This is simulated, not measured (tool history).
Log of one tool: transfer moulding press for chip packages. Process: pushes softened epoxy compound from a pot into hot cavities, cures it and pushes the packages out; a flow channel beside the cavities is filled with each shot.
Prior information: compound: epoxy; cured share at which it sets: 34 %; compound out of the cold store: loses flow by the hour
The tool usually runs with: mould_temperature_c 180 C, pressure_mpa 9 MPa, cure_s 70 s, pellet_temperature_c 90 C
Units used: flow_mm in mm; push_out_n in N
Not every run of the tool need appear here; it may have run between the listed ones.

run,day,mould_temperature_c,pressure_mpa,cure_s,pellet_temperature_c,incoming compound's hours out of the cold store,flow_mm,push_out_n
1,0,180,9,70,90,13,699,444
2,1.067,180,9,70,90,45.2,639,591
3,2.212,180,9,70,90,14.5,678,475
4,3.604,180,9,70,90,23.5,658,372
5,5.025,180,9,70,90,20.3,661,616
6,6.358,180,9,70,90,44.5,622,542
7,7.725,180,9,70,90,29.3,633,448
8,8.417,180,9,70,90,23.2,629,579
9,9.45,180,9,70,90,17.5,642,409
10,10.358,180,9,70,90,8.8,647,593
11,11.196,180,9,70,90,26.1,624,371
12,11.883,180,9,70,90,41.9,587,524
13,12.846,180,9,70,90,12,646,656
14,14.029,180,9,70,90,20.5,685,572
15,14.95,184,10.21,84,99,42.7,690,499
16,16.217,187,9.64,80,90,26.5,683,448
17,17.271,177,9.64,80,97,18.9,708,411
18,18.658,177,10.85,85,82,16.3,737,578
19,19.446,177,9.09,59,100,35.2,647,855
20,20.567,177,7.76,110,88,14.6,629,471
21,21.608,180,9,55,89,47.3,606,946
22,22.796,181,6.87,107,99,17.1,569,289
23,23.479,178,9,70,91,26.9,640,601
24,24.633,178,7.55,110,91,45.9,553,293
25,25.858,178,7.55,110,91,12.6,591,445
26,27.396,184,9,72,93,41.7,589,480
27,28.854,184,9,72,93,36,657,379

Between the runs listed above, the log contained 17 entries, not reproduced here. Where in the sequence does each belong, and how does what the log doesn't record of the tool's condition differ from the listed run before to the listed run after?
Between runs 2 and 3: cavities cleaned with cleaning compound and waxed (day 1.746)
  true mould temperature over the reading, C: -0.27 -> -0.3; pressure that reaches the compound, % of what is set: 97.37 -> 96.02; grip of the stained cavities, % over clean ones': 60.7 -> 31.3
  measured less the result without the state, flow_mm: -8 -> -13 mm; push_out_n: +228 -> +119 N
Between runs 3 and 4: cavities cleaned with cleaning compound and waxed (day 3.604)
  true mould temperature over the reading, C: -0.3 -> -0.32; pressure that reaches the compound, % of what is set: 96.02 -> 94.15; grip of the stained cavities, % over clean ones': 31.3 -> 1.6
  measured less the result without the state, flow_mm: -13 -> -19 mm; push_out_n: +119 -> +12 N
Between runs 5 and 6: cavities cleaned with cleaning compound and waxed (day 5.475)
  true mould temperature over the reading, C: -0.36 -> -0.39; pressure that reaches the compound, % of what is set: 92.14 -> 90.42; grip of the stained cavities, % over clean ones': 65.3 -> 49.3
  measured less the result without the state, flow_mm: -27 -> -31 mm; push_out_n: +253 -> +184 N
Between runs 6 and 7: cavities cleaned with cleaning compound and waxed (day 7.433)
  true mould temperature over the reading, C: -0.39 -> -0.42; pressure that reaches the compound, % of what is set: 90.42 -> 88.7; grip of the stained cavities, % over clean ones': 49.3 -> 21.9
  measured less the result without the state, flow_mm: -31 -> -39 mm; push_out_n: +184 -> +88 N
Between runs 8 and 9: cavities cleaned with cleaning compound and waxed (day 9.346)
  true mould temperature over the reading, C: -0.43 -> -0.46; pressure that reaches the compound, % of what is set: 87.78 -> 86.49; grip of the stained cavities, % over clean ones': 51.1 -> 7.9
  measured less the result without the state, flow_mm: -42 -> -48 mm; push_out_n: +202 -> +39 N
Between runs 10 and 11: cavities cleaned with cleaning compound and waxed (day 11.196)
  true mould temperature over the reading, C: -0.47 -> -0.49; pressure that reaches the compound, % of what is set: 85.2 -> 84.15; grip of the stained cavities, % over clean ones': 52.1 -> 0.2
  measured less the result without the state, flow_mm: -53 -> -56 mm; push_out_n: +213 -> +10 N
Between runs 13 and 14: cavities cleaned with cleaning compound and waxed (day 13.121); plunger's sealing rings changed (day 13.783)
  true mould temperature over the reading, C: -0.53 -> -0.55; pressure that reaches the compound, % of what is set: 82.02 -> 99.57; grip of the stained cavities, % over clean ones': 71.1 -> 48.3
  measured less the result without the state, flow_mm: -66 -> +0 mm; push_out_n: +284 -> +197 N
Between runs 15 and 16: cavities cleaned with cleaning compound and waxed (day 15.142)
  true mould temperature over the reading, C: -0.58 -> -0.61; pressure that reaches the compound, % of what is set: 98.38 -> 96.77; grip of the stained cavities, % over clean ones': 73.3 -> 58.2
  measured less the result without the state, flow_mm: -5 -> -11 mm; push_out_n: +212 -> +166 N
Between runs 16 and 17: cavities cleaned with cleaning compound and waxed (day 17.004)
  true mould temperature over the reading, C: -0.61 -> -0.63; pressure that reaches the compound, % of what is set: 96.77 -> 95.47; grip of the stained cavities, % over clean ones': 58.2 -> 22.1
  measured less the result without the state, flow_mm: -11 -> -15 mm; push_out_n: +166 -> +84 N
Between runs 18 and 19: cavities cleaned with cleaning compound and waxed (day 18.967)
  true mould temperature over the reading, C: -0.66 -> -0.68; pressure that reaches the compound, % of what is set: 93.58 -> 92.55; grip of the stained cavities, % over clean ones': 72.1 -> 29.2
  measured less the result without the state, flow_mm: -23 -> -24 mm; push_out_n: +249 -> +224 N
Between runs 20 and 21: cavities cleaned with cleaning compound and waxed (day 20.871)
  true mould temperature over the reading, C: -0.7 -> -0.72; pressure that reaches the compound, % of what is set: 91.01 -> 89.69; grip of the stained cavities, % over clean ones': 67.1 -> 43
  measured less the result without the state, flow_mm: -29 -> -32 mm; push_out_n: +190 -> +314 N
Between runs 21 and 22: cavities cleaned with cleaning compound and waxed (day 22.788)
  true mould temperature over the reading, C: -0.72 -> -0.75; pressure that reaches the compound, % of what is set: 89.69 -> 88.21; grip of the stained cavities, % over clean ones': 43 -> 2.1
  measured less the result without the state, flow_mm: -32 -> -36 mm; push_out_n: +314 -> +6 N
Between runs 23 and 24: cavities cleaned with cleaning compound and waxed (day 24.633)
  true mould temperature over the reading, C: -0.77 -> -0.79; pressure that reaches the compound, % of what is set: 87.36 -> 85.83; grip of the stained cavities, % over clean ones': 43.2 -> 4.3
  measured less the result without the state, flow_mm: -44 -> -43 mm; push_out_n: +203 -> +12 N
Between runs 25 and 26: cavities cleaned with cleaning compound and waxed (day 26.483)
  true mould temperature over the reading, C: -0.83 -> -0.86; pressure that reaches the compound, % of what is set: 84.1 -> 81.95; grip of the stained cavities, % over clean ones': 61.5 -> 49.1
  measured less the result without the state, flow_mm: -53 -> -60 mm; push_out_n: +170 -> +165 N
Between runs 26 and 27: plunger's sealing rings changed (day 28.204); cavities cleaned with cleaning compound and waxed (day 28.525)
  true mould temperature over the reading, C: -0.86 -> -0.89; pressure that reaches the compound, % of what is set: 81.95 -> 99.18; grip of the stained cavities, % over clean ones': 49.1 -> 23.8
  measured less the result without the state, flow_mm: -60 -> -1 mm; push_out_n: +165 -> +80 N

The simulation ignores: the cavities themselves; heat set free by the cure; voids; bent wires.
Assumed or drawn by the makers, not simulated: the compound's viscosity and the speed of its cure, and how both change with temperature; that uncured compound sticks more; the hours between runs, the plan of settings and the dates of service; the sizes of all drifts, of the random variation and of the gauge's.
